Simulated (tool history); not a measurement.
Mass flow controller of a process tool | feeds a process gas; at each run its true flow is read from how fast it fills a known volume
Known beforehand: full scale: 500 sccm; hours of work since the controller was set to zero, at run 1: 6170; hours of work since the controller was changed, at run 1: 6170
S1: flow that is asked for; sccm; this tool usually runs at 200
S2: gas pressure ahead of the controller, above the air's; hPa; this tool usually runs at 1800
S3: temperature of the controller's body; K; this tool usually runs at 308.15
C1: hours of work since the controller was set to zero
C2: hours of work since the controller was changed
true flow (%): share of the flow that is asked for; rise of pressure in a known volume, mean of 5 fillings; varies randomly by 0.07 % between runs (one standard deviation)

{"run": 1, "hour": 0.0, "S1": 200, "S2": 1800, "S3": 308.15, "C1": 6170, "C2": 6170, "true flow (%)": 99.41}
{"run": 2, "hour": 234.5, "S1": 200, "S2": 1800, "S3": 308.15, "C1": 6315, "C2": 6315, "true flow (%)": 99.39}
{"run": 3, "hour": 456.1, "S1": 200, "S2": 1800, "S3": 308.15, "C1": 6452, "C2": 6452, "true flow (%)": 99.41}
{"run": 4, "hour": 585.6, "S1": 200, "S2": 1800, "S3": 308.15, "C1": 6533, "C2": 6533, "true flow (%)": 99.43}
{"run": 5, "hour": 841.1, "S1": 200, "S2": 1800, "S3": 308.15, "C1": 6691, "C2": 6691, "true flow (%)": 99.36}
{"run": 6, "hour": 965.9, "S1": 200, "S2": 1800, "S3": 308.15, "C1": 6768, "C2": 6768, "true flow (%)": 99.32}
{"run": 7, "hour": 1198.8, "S1": 202, "S2": 1800, "S3": 308.15, "C1": 6912, "C2": 6912, "true flow (%)": 99.37}
{"run": 8, "hour": 1306.5, "S1": 202, "S2": 1800, "S3": 308.15, "C1": 6979, "C2": 6979, "true flow (%)": 99.29}
{"run": 9, "hour": 1538.5, "S1": 200, "S2": 1800, "S3": 300.15, "C1": 7123, "C2": 7123, "true flow (%)": 99.96}
{"hour": 1603.2, "done": "controller's zero set anew"}
{"run": 10, "hour": 1668.1, "S1": 200, "S2": 1800, "S3": 308.15, "C1": 40, "C2": 7203, "true flow (%)": 97.67}
{"run": 11, "hour": 1888.6, "S1": 200, "S2": 2710, "S3": 308.15, "C1": 177, "C2": 7340, "true flow (%)": 97.93}
{"run": 12, "hour": 2055.3, "S1": 200, "S2": 1800, "S3": 308.15, "C1": 280, "C2": 7443, "true flow (%)": 97.73}
{"run": 13, "hour": 2306.7, "S1": 200, "S2": 1800, "S3": 308.15, "C1": 436, "C2": 7599, "true flow (%)": 97.84}
{"run": 14, "hour": 2552.9, "S1": 200, "S2": 2090, "S3": 308.15, "C1": 588, "C2": 7751, "true flow (%)": 97.89}
{"run": 15, "hour": 2769.8, "S1": 200, "S2": 1800, "S3": 308.15, "C1": 723, "C2": 7886, "true flow (%)": 97.85}
{"run": 16, "hour": 3036.8, "S1": 200, "S2": 1800, "S3": 308.15, "C1": 888, "C2": 8051, "true flow (%)": 97.81}
{"run": 17, "hour": 3189.2, "S1": 141, "S2": 2210, "S3": 312.15, "C1": 983, "C2": 8145, "true flow (%)": 97.61}
{"run": 18, "hour": 3314.5, "S1": 141, "S2": 2210, "S3": 312.15, "C1": 1060, "C2": 8223, "true flow (%)": 97.56}
{"run": 19, "hour": 3447.0, "S1": 200, "S2": 1800, "S3": 297.15, "C1": 1142, "C2": 8305, "true flow (%)": 98.57}
{"run": 20, "hour": 3642.5, "S1": 200, "S2": 1420, "S3": 295.15, "C1": 1264, "C2": 8426, "true flow (%)": 98.72}
{"run": 21, "hour": 3845.1, "S1": 200, "S2": 1420, "S3": 295.15, "C1": 1389, "C2": 8552, "true flow (%)": 98.63}

Expected results for the next run?
{"run": 22, "hour": 4052.6, "S1": 108, "S2": 2620, "S3": 296.15, "C1": 1518, "C2": 8680, "true flow (%)": "?"}

For run 22 the tool returned true flow (%) 99.10.
Had the tool carried no hidden state, the very same run would have given true flow (%) 99.16.
